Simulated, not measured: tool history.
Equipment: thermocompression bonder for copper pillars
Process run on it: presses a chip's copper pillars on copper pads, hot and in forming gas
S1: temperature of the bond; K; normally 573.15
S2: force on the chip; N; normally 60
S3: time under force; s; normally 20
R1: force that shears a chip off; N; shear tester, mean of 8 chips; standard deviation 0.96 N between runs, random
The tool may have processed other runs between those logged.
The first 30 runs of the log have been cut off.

run	hour	S1	S2	S3	R1
31	479.9	559.15	69	11	76.6
32	491.4	586.15	69	11	93.0
33	503.1	586.15	69	11	91.3
34	527.0	599.15	51	20	90.9
35	549.2	586.15	83	44	123.5
36	559.5	586.15	83	44	123.3
37	571.5	593.15	42	20	74.5
38	587.0	573.15	39	20	59.3

Alternative continuations, all from the tool just after run 38; predict every row:
A	599.0	573.15	56	26	?
B	599.0	548.15	72	20	?
C	599.0	573.15	65	26	?
D	599.0	588.15	53	20	?
E	599.0	581.15	79	20	?

run	R1
A	87.8
B	82.4
C	98.6
D	87.3
E	108.5
Take away the tool's hidden state, keep each run's random variation, and the runs would have read:
run	R1
A	95.3
B	89.8
C	107.1
D	94.6
E	117.9
